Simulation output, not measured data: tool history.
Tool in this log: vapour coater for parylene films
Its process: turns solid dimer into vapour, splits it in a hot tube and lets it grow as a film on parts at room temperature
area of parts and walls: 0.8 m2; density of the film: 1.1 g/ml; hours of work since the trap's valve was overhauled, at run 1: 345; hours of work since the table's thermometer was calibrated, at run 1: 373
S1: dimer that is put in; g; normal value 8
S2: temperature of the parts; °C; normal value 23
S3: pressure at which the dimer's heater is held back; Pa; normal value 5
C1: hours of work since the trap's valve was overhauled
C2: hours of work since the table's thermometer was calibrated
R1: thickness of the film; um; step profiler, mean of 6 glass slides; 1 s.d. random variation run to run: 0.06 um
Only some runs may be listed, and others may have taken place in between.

run	hour	S1	S2	S3	C1	C2	R1
1	0	8	23	5	345	373	6.63
2	44	8	23	5	367	394	6.58
# hour 77.8: trap's valve overhauled
3	99	8	23	5	10	419	6.43
4	126.9	11	23	5	24	433	8.91
5	156.5	8	23	5	38	447	6.45
6	216.8	8	23	5	68	477	6.4
7	244.9	8	23	9.08	81	490	5.55
# hour 258.7: trap's valve overhauled, once more
8	309.1	8	23	6.24	25	520	6.65
9	371.2	8	23	6.24	55	550	6.67
10	413.4	8	23	6.24	75	571	6.68
11	455.2	8	23	6.24	96	591	6.65
12	491.5	8	23	5	114	609	6.95
13	530.5	12	23	5	133	628	10.38
14	588.2	12	23	5	161	656	10.37
15	641.3	12	23	5	187	682	10.43
16	674.8	8	23	5	203	698	6.88
17	734.2	8	35	5	232	727	4.29
18	777.5	8	35	5	253	748	4.19
19	809.9	8	23	8.99	269	764	5.78
20	855.4	8	23	8.99	291	786	5.84
21	883.9	8	23	8.99	305	800	5.85
22	915.2	8	23	8.99	320	815	5.83
23	956.9	11	23	5	341	836	9.18
24	1005.3	8	23	5	364	859	6.63
# hour 1045.9: trap's valve overhauled
25	1054.7	8	15	4.98	4	881	8.77
26	1095.9	8	15	4.98	24	902	8.81
27	1139	8	23	8.21	45	923	6.17
28	1188.3	11	19	2.77	69	947	12.08
29	1242.1	4	27	11.95	96	973	2.4
30	1302.3	11	33	5.01	125	1002	6.48
31	1333.3	9	17	9.78	140	1017	8.37
32	1366	9	17	9.78	156	1033	8.28
33	1406.1	9	25	11.56	176	1053	5.73
34	1450.3	9	19	3.92	197	1074	9.48
35	1507.8	9	19	3.92	225	1102	9.57
36	1563.2	9	19	3.92	252	1130	9.31
37	1597.2	9	27	3.92	269	1146	6.96
38	1656.6	9	27	3.92	298	1175	6.93
39	1714.9	9	27	3.92	326	1204	6.96
40	1770	5	19	3.82	353	1230	5.17
41	1807	5	19	3.32	371	1248	5.16
# hour 1832.7: trap's valve overhauled
42	1844.2	5	19	3.32	6	1265	5.54
43	1875.5	4	31	2.46	21	1280	3.12
44	1925	4	31	2.46	45	1304	3.15
45	1973.6	4	31	2.46	69	1328	3.08
46	2028.9	8	32	2.46	96	1355	5.92
47	2084.4	5	19	6.46	123	1382	4.84

Below are 3 alternative next runs, each starting from the tool's condition after run 47. Predict each:
A	2136.5	12	18	6.11	148	1407	?
B	2136.5	12	22	2.28	148	1407	?
C	2136.5	4	18	2.51	148	1407	?

run	R1
A	12.2
B	13.15
C	4.33
With the hidden condition removed and each run's random variation left untouched, the same runs would have given:
run	R1
A	12.26
B	13.48
C	4.45
